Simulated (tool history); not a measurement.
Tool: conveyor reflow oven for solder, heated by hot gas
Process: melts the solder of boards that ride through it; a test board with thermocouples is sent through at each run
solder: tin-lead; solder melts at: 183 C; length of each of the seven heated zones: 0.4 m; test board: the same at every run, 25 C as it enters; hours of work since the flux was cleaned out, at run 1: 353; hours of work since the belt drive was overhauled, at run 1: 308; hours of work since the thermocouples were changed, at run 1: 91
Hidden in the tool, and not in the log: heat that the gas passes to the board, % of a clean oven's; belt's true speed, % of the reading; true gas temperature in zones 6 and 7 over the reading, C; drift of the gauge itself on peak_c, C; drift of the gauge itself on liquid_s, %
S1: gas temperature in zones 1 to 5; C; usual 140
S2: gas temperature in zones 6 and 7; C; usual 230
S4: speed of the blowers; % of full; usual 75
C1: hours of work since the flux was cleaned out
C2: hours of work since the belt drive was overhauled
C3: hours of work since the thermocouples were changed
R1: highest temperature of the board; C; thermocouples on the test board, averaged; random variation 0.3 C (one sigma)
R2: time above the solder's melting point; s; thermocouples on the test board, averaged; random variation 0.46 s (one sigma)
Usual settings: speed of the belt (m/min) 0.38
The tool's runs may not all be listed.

Run 1, hour 0: usual settings; C1 353; C2 308; C3 91. Result: R1 212.2 C, R2 87.4 s.
Run 2, hour 10.5: usual settings; C1 358; C2 313; C3 96. Result: R1 211.7 C, R2 87 s.
Run 3, hour 19.2: usual settings but S4 69 % of full; C1 362; C2 317; C3 100. Result: R1 210.4 C, R2 84.8 s.
Run 4, hour 25.9: usual settings but S4 69 % of full; C1 365; C2 320; C3 103. Result: R1 210.7 C, R2 85 s.
Run 5, hour 36.9: usual settings but S4 69 % of full; C1 370; C2 325; C3 108. Result: R1 210.5 C, R2 85.5 s.
Run 6, hour 45.9: usual settings but S4 69 % of full; C1 374; C2 329; C3 112. Result: R1 210.3 C, R2 85.4 s.
Run 7, hour 51.2: usual settings but speed of the belt (m/min) 0.328, S4 69 % of full; C1 376; C2 332; C3 115. Result: R1 215 C, R2 109.2 s.
Run 8, hour 59.9: usual settings but speed of the belt (m/min) 0.328, S4 69 % of full; C1 380; C2 336; C3 119. Result: R1 215.1 C, R2 108.8 s.
Run 9, hour 66.2: usual settings; C1 383; C2 339; C3 122. Result: R1 211.2 C, R2 87.6 s.
Run 10, hour 74.2: usual settings; C1 387; C2 342; C3 126. Result: R1 211.6 C, R2 86.7 s.
At hour 89.6: flux residue cleaned out of gas plates and filters.
Run 11, hour 89.6: usual settings; C1 0; C2 347; C3 130. Result: R1 208.9 C, R2 81.9 s.
Run 12, hour 96.9: usual settings but S1 125 C; C1 3; C2 351; C3 134. Result: R1 204.8 C, R2 66.4 s.
Run 13, hour 101.9: usual settings; C1 6; C2 353; C3 136. Result: R1 208.5 C, R2 81.4 s.
Run 14, hour 109.5: usual settings but S4 64 % of full; C1 9; C2 356; C3 140. Result: R1 206.9 C, R2 77.2 s.
At hour 122.9: flux residue cleaned out of gas plates and filters, once more.
Run 15, hour 124: usual settings but S2 240 C; C1 1; C2 361; C3 144. Result: R1 223.5 C, R2 103.4 s.
Run 16, hour 133.6: usual settings; C1 5; C2 365; C3 148. Result: R1 214.5 C, R2 93.7 s.
Run 17, hour 140.6: usual settings but S2 238 C, S4 79 % of full; C1 8; C2 368; C3 152. Result: R1 222.6 C, R2 102.5 s.
Run 18, hour 152.2: usual settings but S2 233 C, speed of the belt (m/min) 0.45, S4 64 % of full; C1 14; C2 374; C3 157. Result: R1 209.6 C, R2 69 s.
Run 19, hour 163.1: usual settings but S2 233 C, speed of the belt (m/min) 0.45, S4 64 % of full; C1 19; C2 379; C3 162. Result: R1 208.9 C, R2 69.4 s.
Run 20, hour 168.3: usual settings but S2 224 C, speed of the belt (m/min) 0.459, S4 52 % of full; C1 21; C2 381; C3 165. Result: R1 198.4 C, R2 48.5 s.
Run 21, hour 173.8: usual settings but S1 144 C, speed of the belt (m/min) 0.368; C1 24; C2 384; C3 167. Result: R1 216 C, R2 101.8 s.
Run 22, hour 179.2: usual settings but S1 144 C, speed of the belt (m/min) 0.368; C1 26; C2 386; C3 170. Result: R1 216.5 C, R2 102.2 s.
Run 23, hour 189.6: usual settings but S1 144 C, speed of the belt (m/min) 0.368; C1 31; C2 391; C3 174. Result: R1 216.1 C, R2 101.4 s.
Run 24, hour 199.7: usual settings but S2 225 C, speed of the belt (m/min) 0.32, S4 83 % of full; C1 36; C2 396; C3 179. Result: R1 215.5 C, R2 115.5 s.
Run 25, hour 207.6: usual settings but S1 146 C, S2 225 C, speed of the belt (m/min) 0.315, S4 89 % of full; C1 39; C2 400; C3 183. Result: R1 216.7 C, R2 125.3 s.
Run 26, hour 217.1: usual settings but S2 231 C, speed of the belt (m/min) 0.348; C1 44; C2 404; C3 187. Result: R1 217.6 C, R2 106.9 s.
Run 27, hour 226.8: usual settings but S2 239 C, speed of the belt (m/min) 0.348; C1 48; C2 408; C3 192. Result: R1 224.7 C, R2 115.2 s.
Run 28, hour 237.6: usual settings but S2 239 C, speed of the belt (m/min) 0.348; C1 53; C2 413; C3 197. Result: R1 225.1 C, R2 115 s.
Run 29, hour 247: usual settings but S1 125 C, speed of the belt (m/min) 0.348, S4 51 % of full; C1 57; C2 418; C3 201. Result: R1 209.1 C, R2 83.8 s.
Run 30, hour 256.8: usual settings but S1 125 C, speed of the belt (m/min) 0.348, S4 51 % of full; C1 62; C2 422; C3 205. Result: R1 209.8 C, R2 83.6 s.
Run 31, hour 263.9: usual settings but S2 241 C, speed of the belt (m/min) 0.316; C1 65; C2 426; C3 209. Result: R1 229.3 C, R2 132.8 s.

3 ways to go on from here, each from the tool as it stands after run 31. What would each give?
Run A, hour 274.6: usual settings but S1 139 C, S2 240 C, speed of the belt (m/min) 0.316, S4 78 % of full; C1 70; C2 431; C3 214. Result: R1 ?, R2 ?.
Run B, hour 274.6: usual settings but S2 240 C, speed of the belt (m/min) 0.444, S4 76 % of full; C1 70; C2 431; C3 214. Result: R1 ?, R2 ?.
Run C, hour 274.6: usual settings but S2 220 C, speed of the belt (m/min) 0.316; C1 70; C2 431; C3 214. Result: R1 ?, R2 ?.

run     R1     R2
  A  227.9  131.4
  B  217.2   81.4
  C  210.3  107.4
Without the tool's hidden state the same runs would have given:
run     R1     R2
  A  228.5  130.6
  B  217.9   81.4
  C  210.8  107.4
